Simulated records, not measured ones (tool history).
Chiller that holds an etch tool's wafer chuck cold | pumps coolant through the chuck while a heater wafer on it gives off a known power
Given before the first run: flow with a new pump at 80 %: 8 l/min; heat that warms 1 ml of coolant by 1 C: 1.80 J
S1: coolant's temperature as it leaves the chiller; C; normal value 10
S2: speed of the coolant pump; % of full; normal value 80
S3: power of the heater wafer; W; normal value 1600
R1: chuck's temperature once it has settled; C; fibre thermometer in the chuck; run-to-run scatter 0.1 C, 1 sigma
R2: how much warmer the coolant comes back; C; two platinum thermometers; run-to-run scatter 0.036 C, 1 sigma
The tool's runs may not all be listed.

Run 1, day 0.000: usual settings. Result: R1 28.4 C, R2 6.68 C.
Run 2, day 2.958: usual settings. Result: R1 28.5 C, R2 6.63 C.
At day 4.288: chiller's thermometer calibrated.
Run 3, day 4.562: usual settings. Result: R1 28.5 C, R2 6.66 C.
Run 4, day 6.008: usual settings but S3 1414 W. Result: R1 26.3 C, R2 5.82 C.
Run 5, day 8.379: usual settings but S3 1013 W. Result: R1 21.7 C, R2 4.18 C.
Run 6, day 10.779: usual settings but S3 1191 W. Result: R1 23.6 C, R2 4.95 C.
Run 7, day 12.417: usual settings. Result: R1 28.4 C, R2 6.54 C.
Run 8, day 14.725: usual settings. Result: R1 28.3 C, R2 6.57 C.
Run 9, day 17.467: usual settings. Result: R1 28.3 C, R2 6.58 C.
Run 10, day 19.046: usual settings. Result: R1 28.3 C, R2 6.56 C.
Run 11, day 20.854: usual settings but S1 13 C. Result: R1 31.2 C, R2 6.53 C.
Run 12, day 23.550: usual settings but S2 76 % of full. Result: R1 29.1 C, R2 6.90 C.
Run 13, day 26.088: usual settings but S2 76 % of full. Result: R1 29.2 C, R2 6.92 C.
Run 14, day 27.800: usual settings but S2 76 % of full. Result: R1 29.2 C, R2 6.91 C.
Run 15, day 29.900: usual settings but S2 76 % of full. Result: R1 29.2 C, R2 6.90 C.
Run 16, day 31.908: usual settings but S2 62 % of full. Result: R1 32.7 C, R2 8.59 C.
Run 17, day 34.421: usual settings but S1 14 C, S2 91 % of full, S3 1047 W. Result: R1 24.9 C, R2 3.61 C.
Run 18, day 37.221: usual settings but S1 13 C, S2 91 % of full, S3 1047 W. Result: R1 23.9 C, R2 3.63 C.
Run 19, day 39.088: usual settings but S1 13 C, S2 91 % of full, S3 1047 W. Result: R1 23.8 C, R2 3.56 C.

Run 20 comes next. What will it give?
At day 40.438: gauge calibrated.
Run 20, day 40.438: usual settings but S1 3 C, S3 995 W. Result: R1 ?, R2 ?.

{"run 20": {"R1": 14.6, "R2": 4.19}}
With the hidden condition absent and the run-to-run variation left alone, this run would have shown R1 14.6 C, R2 4.19 C.
